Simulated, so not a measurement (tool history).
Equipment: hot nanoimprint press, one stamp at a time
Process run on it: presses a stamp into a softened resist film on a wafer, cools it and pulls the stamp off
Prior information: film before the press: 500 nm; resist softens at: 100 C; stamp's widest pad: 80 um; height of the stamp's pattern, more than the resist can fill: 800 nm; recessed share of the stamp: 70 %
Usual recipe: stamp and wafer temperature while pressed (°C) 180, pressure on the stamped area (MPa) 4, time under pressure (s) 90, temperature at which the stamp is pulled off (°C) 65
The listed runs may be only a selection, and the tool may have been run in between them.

run,hour,stamp and wafer temperature while pressed (°C),pressure on the stamped area (MPa),time under pressure (s),temperature at which the stamp is pulled off (°C),resist left under the stamp's widest pad (nm),greatest force while the stamp is pulled off (N)
1,0,180,4,90,65,236.1,118
2,66.4,180,4,90,53,239.7,145
3,143.5,180,4,90,65,239.3,119
# hour 218: stamp cleaned and given a new release coat
4,237.2,180,4,90,65,238.8,118
5,284.1,180,4,90,65,238,121
6,363.8,180,4,68,65,258.6,117
7,456.3,180,4,68,65,260.1,114
# hour 533.8: stamp cleaned and given a new release coat
8,554.4,180,5.08,90,65,212.8,116
# hour 566.7: plate thermocouple calibrated
9,625.4,180,5.08,90,65,213.6,114
10,716.4,180,5.08,90,65,211.9,111
11,788.5,180,5.08,90,65,212.1,117
# hour 855.4: stamp cleaned and given a new release coat
12,857.2,180,5.08,90,65,210.3,116
13,937.8,180,5.08,90,65,212.4,115
14,1011.3,180,4,54,65,283.1,117
15,1099.3,180,4,54,65,284.3,119
16,1152.5,184,5.06,65,67,206.4,113
# hour 1170.8: stamp cleaned and given a new release coat
17,1241.4,184,5.06,173,64,140.7,115
18,1289.9,184,5.06,173,64,139.7,116
# hour 1307.7: plate thermocouple calibrated
19,1352.3,174,5.06,173,71,215.2,101
20,1416.4,177,3.63,46,65,338.1,120
# hour 1489.7: stamp cleaned and given a new release coat
21,1520.1,177,3.63,46,65,336.4,115
22,1592.5,171,4,83,72,339.4,102
# hour 1631: press's hydraulic seals changed and the load cell set to zero
23,1651.8,180,4,128,65,206.9,119
24,1724.7,180,4,128,65,207.1,113
# hour 1813: stamp cleaned and given a new release coat
25,1828.6,181,4.2,88,64,225.7,118
26,1899.9,186,2.78,67,60,254.1,128
27,1968.1,180,5.33,90,51,205.1,152
# hour 2062.9: plate thermocouple calibrated
28,2067.2,180,5.33,90,51,207,149
29,2109.8,180,4,71,65,257.4,113
# hour 2130.2: stamp cleaned and given a new release coat
30,2166.3,180,4,71,65,256.5,117

Consider 3 possible next runs. They are alternatives, not a sequence: every one starts from the tool as it was left by run 30. What does each give?
A,2244.1,180,4,61,65,?,?
B,2244.1,180,4.15,71,65,?,?
C,2244.1,180,5.47,90,65,?,?

run,resist left under the stamp's widest pad (nm),greatest force while the stamp is pulled off (N)
A,270.1,120
B,255.1,119
C,202.6,118
What these runs would have given with no unlogged condition in the tool:
run,resist left under the stamp's widest pad (nm),greatest force while the stamp is pulled off (N)
A,269.9,119
B,254.8,118
C,202.4,117
